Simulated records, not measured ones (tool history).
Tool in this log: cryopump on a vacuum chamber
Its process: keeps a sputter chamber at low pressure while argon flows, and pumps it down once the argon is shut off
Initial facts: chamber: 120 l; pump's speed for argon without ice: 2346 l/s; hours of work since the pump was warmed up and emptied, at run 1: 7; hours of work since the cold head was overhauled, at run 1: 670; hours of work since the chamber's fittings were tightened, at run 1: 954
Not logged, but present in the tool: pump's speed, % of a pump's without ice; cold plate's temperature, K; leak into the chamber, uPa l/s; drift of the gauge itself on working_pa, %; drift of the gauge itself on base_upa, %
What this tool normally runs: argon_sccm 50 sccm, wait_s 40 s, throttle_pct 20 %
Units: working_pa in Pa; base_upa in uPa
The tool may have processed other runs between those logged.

run    hour  argon_sccm  wait_s  throttle_pct  hours of work since the pump was warmed up and emptied  hours of work since the cold head was overhauled  hours of work since the chamber's fittings were tightened  working_pa  base_upa
  1     0.0          50      40            20                                                       7                                               670                                                        954      0.1807      1.97
  2    55.9          50      40            20                                                      31                                               693                                                        978      0.1804      1.96
  3   117.0          50      40            20                                                      56                                               719                                                       1003      0.1812      2.02
  4   174.9          50      40            27                                                      81                                               743                                                       1028      0.1340      2.01
  5   208.7          50      40            33                                                      95                                               757                                                       1042      0.1118      2.00
  6   268.4          50      40            33                                                     120                                               782                                                       1067      0.1120      2.05
  7   327.8          50      40            20                                                     145                                               807                                                       1092      0.1828      2.11
  8   373.9          50      31            20                                                     164                                               826                                                       1111      0.1824      2.41
  9   416.4          50      31            20                                                     182                                               844                                                       1129      0.1824      2.32
      452.1  -- leaking fittings of the chamber tightened, without venting
 10   475.2          50      31            20                                                     205                                               868                                                         10      0.1839      1.64
 11   521.2          37      40            20                                                     225                                               887                                                         29      0.1362      1.27
 12   569.8          50      40            20                                                     245                                               908                                                         49      0.1838      1.33
 13   631.6          50      40            20                                                     271                                               934                                                         75      0.1866      1.32
 14   663.5          50      40            20                                                     284                                               947                                                         89      0.1856      1.35
 15   712.2          50      40            20                                                     305                                               967                                                        109      0.1867      1.40
 16   748.6          50      40            20                                                     320                                               983                                                        124      0.1852      1.40
 17   774.2          70     115            20                                                     331                                               993                                                        135      0.2603      0.73
 18   805.9          72      40            56                                                     344                                              1007                                                        148      0.1018      1.39
 19   846.7          72      40            56                                                     361                                              1024                                                        165      0.1030      1.47
 20   880.5          72      40            56                                                     375                                              1038                                                        179      0.1029      1.48
 21   935.7          36      40            32                                                     398                                              1061                                                        202      0.0868      1.51
 22   987.3          36      40            32                                                     420                                              1082                                                        224      0.0867      1.52
 23  1021.0          50      40            43                                                     434                                              1097                                                        238      0.0921      1.49
 24  1060.2          49     125            16                                                     450                                              1113                                                        255      0.2285      0.78
 25  1121.6          32      32            34                                                     476                                              1139                                                        280      0.0738      1.89
 26  1169.3          44      32            44                                                     496                                              1159                                                        300      0.0822      1.87
 27  1230.8          44      32            44                                                     522                                              1184                                                        326      0.0809      1.91
 28  1285.7          28     105            28                                                     545                                              1207                                                        349      0.0786      0.93
 29  1322.9          25      65            20                                                     560                                              1223                                                        365      0.0961      1.20
 30  1352.4          38     115            20                                                     573                                              1235                                                        377      0.1457      0.93
 31  1383.5          38     115            20                                                     586                                              1248                                                        390      0.1462      1.00

For each entry between runs, how does the tool's hidden state at the last listed run before it compare with that at the first listed run after it?
Run 9 -> run 10: leaking fittings of the chamber tightened, without venting (hour 452.1)
  pump's speed, % of a pump's without ice: 92.6 -> 91.5; cold plate's temperature, K: 12.41 -> 12.42; leak into the chamber, uPa l/s: 2210 -> 381
  measured minus no-state result, working_pa: +0.0032 -> +0.0037 Pa; base_upa: +0.86 -> +0.05 uPa
